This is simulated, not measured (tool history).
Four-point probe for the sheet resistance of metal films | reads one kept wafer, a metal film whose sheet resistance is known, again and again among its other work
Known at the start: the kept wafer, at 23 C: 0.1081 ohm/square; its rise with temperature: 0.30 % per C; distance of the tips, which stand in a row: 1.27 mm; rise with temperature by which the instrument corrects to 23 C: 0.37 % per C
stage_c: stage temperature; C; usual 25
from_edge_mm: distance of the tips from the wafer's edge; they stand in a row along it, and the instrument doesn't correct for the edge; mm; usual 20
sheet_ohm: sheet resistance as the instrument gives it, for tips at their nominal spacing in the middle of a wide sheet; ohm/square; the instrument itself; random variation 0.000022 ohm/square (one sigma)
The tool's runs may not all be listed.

run	hour	stage_c	from_edge_mm	sheet_ohm
1	0	25	20	0.108296
2	28.7	25	20	0.108285
3	42.2	28	20	0.108054
4	69.1	28	20	0.108096
5	100.8	25	20	0.108276
# hour 104.2: stage's thermometer calibrated
6	125	18	47	0.108742
7	138.6	22	3	0.117805
# hour 150.6: stage's thermometer calibrated, once more
8	165.4	31	3	0.116793

Run 9 comes next. What will it give?
9	180.3	31	3	?

{"run 9": {"sheet_ohm": 0.116736}}
Without the tool's hidden state the same run would have given sheet_ohm 0.116892 ohm/square.
